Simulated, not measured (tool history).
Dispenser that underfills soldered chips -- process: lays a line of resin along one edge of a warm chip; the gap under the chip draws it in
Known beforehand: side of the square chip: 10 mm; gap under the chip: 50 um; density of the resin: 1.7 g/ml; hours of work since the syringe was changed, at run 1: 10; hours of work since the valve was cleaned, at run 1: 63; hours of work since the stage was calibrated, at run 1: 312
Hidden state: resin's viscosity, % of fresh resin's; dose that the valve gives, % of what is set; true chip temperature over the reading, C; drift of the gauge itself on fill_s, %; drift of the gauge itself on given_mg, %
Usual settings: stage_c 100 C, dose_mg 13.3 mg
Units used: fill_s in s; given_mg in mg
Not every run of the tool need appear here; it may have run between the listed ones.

run,hour,stage_c,dose_mg,hours of work since the syringe was changed,hours of work since the valve was cleaned,hours of work since the stage was calibrated,fill_s,given_mg
1,0.0,100,13.3,10,63,312,64.2,12.88
# hour 2.2: new syringe of resin
2,8.6,100,14.9,4,68,317,40.1,14.35
3,17.2,100,13.8,10,74,323,63.8,13.31
# hour 19.6: new syringe of resin
4,26.3,100,15.0,4,80,328,42.4,14.33
5,32.9,100,13.3,9,84,333,59.3,12.72
# hour 37.1: new syringe of resin
6,41.9,100,13.3,3,89,338,38.3,12.78
# hour 44.8: dispensing valve cleaned and set on the balance
7,53.1,100,13.3,10,5,345,63.0,13.16
# hour 55.8: new syringe of resin
8,63.3,100,13.3,5,12,351,44.0,13.15
9,71.6,100,13.3,10,17,356,67.4,13.01
# hour 73.4: new syringe of resin
10,84.2,110,13.3,7,25,364,33.9,13.08
# hour 91.4: new syringe of resin
11,93.0,110,13.3,1,30,370,21.8,13.15
12,99.9,110,13.3,5,35,374,30.8,12.85
13,107.4,110,13.3,10,39,379,44.2,12.96
# hour 109.0: new syringe of resin
14,116.6,110,13.3,5,45,385,30.1,12.90
# hour 126.1: new syringe of resin
15,128.3,87,13.3,1,52,392,54.0,12.93
16,140.6,87,13.3,9,60,400,103.2,12.87
# hour 143.5: new syringe of resin
17,149.6,111,13.3,4,66,405,26.0,12.76
18,156.0,111,13.3,8,70,409,36.5,12.85
# hour 161.4: new syringe of resin
19,166.9,95,16.5,3,77,416,45.8,15.88
20,176.5,95,16.5,10,83,422,76.4,15.80
# hour 178.5: new syringe of resin
21,182.0,88,11.3,2,86,426,59.6,10.72
# hour 189.6: dispensing valve cleaned and set on the balance
22,194.4,88,11.3,10,3,433,105.0,11.27
# hour 197.5: new syringe of resin
23,207.0,87,11.5,6,11,441,82.0,11.47
# hour 214.8: new syringe of resin
24,219.6,100,16.6,3,19,449,35.3,16.47
25,231.1,100,16.6,10,26,456,64.8,16.52
# hour 232.1: new syringe of resin
26,240.4,100,16.6,5,32,462,42.3,16.41
# hour 250.0: new syringe of resin
27,250.1,114,15.8,0,38,468,16.8,15.35
28,260.4,114,15.8,7,45,474,27.2,15.46
# hour 267.9: new syringe of resin
29,268.6,97,14.5,0,50,480,33.1,14.11
30,281.4,97,14.5,9,58,488,63.3,14.09
# hour 285.1: new syringe of resin
31,290.4,97,14.5,3,63,493,40.5,13.96
32,295.6,106,11.6,7,67,497,40.7,11.28
# hour 302.3: new syringe of resin
33,306.1,106,11.6,2,73,503,27.8,11.22
34,312.3,101,16.8,6,77,507,44.0,16.12
# hour 319.5: new syringe of resin
35,319.5,97,14.5,0,82,512,32.0,13.69

Per-run results on a tool with no hidden state, each run keeping its own random variation:
run,fill_s,given_mg
1,30.3,13.35
2,30.5,14.91
3,31.2,13.87
4,31.9,14.98
5,31.5,13.34
6,31.7,13.44
7,30.9,13.22
8,31.3,13.26
9,31.2,13.16
10,20.5,13.29
11,21.6,13.39
12,21.4,13.12
13,20.5,13.27
14,21.6,13.25
15,52.3,13.34
16,52.9,13.33
17,20.4,13.27
18,20.7,13.39
19,37.0,16.61
20,37.5,16.59
21,52.6,11.28
22,52.0,11.26
23,54.5,11.51
24,30.1,16.59
25,30.5,16.70
26,30.6,16.64
27,18.3,15.63
28,17.3,15.79
29,35.2,14.45
30,34.9,14.51
31,34.0,14.42
32,25.7,11.67
33,24.8,11.65
34,29.0,16.78
35,35.0,14.29
